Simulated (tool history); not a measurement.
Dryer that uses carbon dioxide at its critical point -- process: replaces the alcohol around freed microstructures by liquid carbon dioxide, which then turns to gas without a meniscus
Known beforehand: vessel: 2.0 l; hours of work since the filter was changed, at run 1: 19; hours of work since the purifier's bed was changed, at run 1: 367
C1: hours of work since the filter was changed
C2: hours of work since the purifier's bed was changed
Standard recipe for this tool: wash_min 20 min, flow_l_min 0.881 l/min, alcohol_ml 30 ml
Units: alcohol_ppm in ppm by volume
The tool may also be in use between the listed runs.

Run 1, hour 0.0: usual settings; C1 19; C2 367. Result: alcohol_ppm 63 ppm by volume.
Run 2, hour 11.4: usual settings; C1 27; C2 374. Result: alcohol_ppm 70 ppm by volume.
Run 3, hour 34.9: usual settings; C1 42; C2 389. Result: alcohol_ppm 65 ppm by volume.
Run 4, hour 45.1: usual settings but alcohol_ml 69 ml; C1 48; C2 395. Result: alcohol_ppm 83 ppm by volume.
Run 5, hour 69.0: usual settings; C1 63; C2 411. Result: alcohol_ppm 73 ppm by volume.
Run 6, hour 87.0: usual settings; C1 75; C2 422. Result: alcohol_ppm 69 ppm by volume.
Run 7, hour 111.6: usual settings but wash_min 12 min; C1 90; C2 438. Result: alcohol_ppm 281 ppm by volume.
Run 8, hour 131.9: usual settings but wash_min 12 min; C1 103; C2 450. Result: alcohol_ppm 271 ppm by volume.
Run 9, hour 150.4: usual settings but wash_min 12 min; C1 115; C2 462. Result: alcohol_ppm 271 ppm by volume.
Run 10, hour 163.6: usual settings but wash_min 12 min, flow_l_min 1.034 l/min, alcohol_ml 52 ml; C1 123; C2 471. Result: alcohol_ppm 233 ppm by volume.
Run 11, hour 186.6: usual settings but wash_min 12 min, flow_l_min 1.034 l/min, alcohol_ml 38 ml; C1 138; C2 485. Result: alcohol_ppm 189 ppm by volume.
Run 12, hour 198.0: usual settings but wash_min 27 min, flow_l_min 0.951 l/min, alcohol_ml 24 ml; C1 145; C2 492. Result: alcohol_ppm 79 ppm by volume.
Run 13, hour 221.8: usual settings but wash_min 27 min, flow_l_min 0.951 l/min, alcohol_ml 24 ml; C1 160; C2 508. Result: alcohol_ppm 71 ppm by volume.
Run 14, hour 239.1: usual settings but wash_min 27 min, flow_l_min 0.951 l/min, alcohol_ml 24 ml; C1 171; C2 519. Result: alcohol_ppm 70 ppm by volume.
Run 15, hour 261.4: usual settings but wash_min 13 min, flow_l_min 0.951 l/min, alcohol_ml 24 ml; C1 186; C2 533. Result: alcohol_ppm 159 ppm by volume.
Run 16, hour 281.9: usual settings but wash_min 14 min, flow_l_min 0.951 l/min, alcohol_ml 96 ml; C1 199; C2 546. Result: alcohol_ppm 293 ppm by volume.
Run 17, hour 306.3: usual settings but wash_min 16 min, flow_l_min 1.007 l/min, alcohol_ml 49 ml; C1 214; C2 561. Result: alcohol_ppm 118 ppm by volume.
Run 18, hour 325.0: usual settings but wash_min 16 min, flow_l_min 1.007 l/min, alcohol_ml 49 ml; C1 226; C2 573. Result: alcohol_ppm 119 ppm by volume.

Forecast each of these 3 alternatives for the next run:
Run A, hour 345.4: usual settings but wash_min 17 min, flow_l_min 0.669 l/min, alcohol_ml 47 ml; C1 239; C2 586. Result: alcohol_ppm ?.
Run B, hour 345.4: usual settings but wash_min 28 min, flow_l_min 1.188 l/min, alcohol_ml 49 ml; C1 239; C2 586. Result: alcohol_ppm ?.
Run C, hour 345.4: usual settings but wash_min 12 min, flow_l_min 1.007 l/min, alcohol_ml 49 ml; C1 239; C2 586. Result: alcohol_ppm ?.

run  alcohol_ppm
  A          360
  B           94
  C          261
What these runs would have given with no unlogged condition in the tool:
run  alcohol_ppm
  A          237
  B           16
  C          150

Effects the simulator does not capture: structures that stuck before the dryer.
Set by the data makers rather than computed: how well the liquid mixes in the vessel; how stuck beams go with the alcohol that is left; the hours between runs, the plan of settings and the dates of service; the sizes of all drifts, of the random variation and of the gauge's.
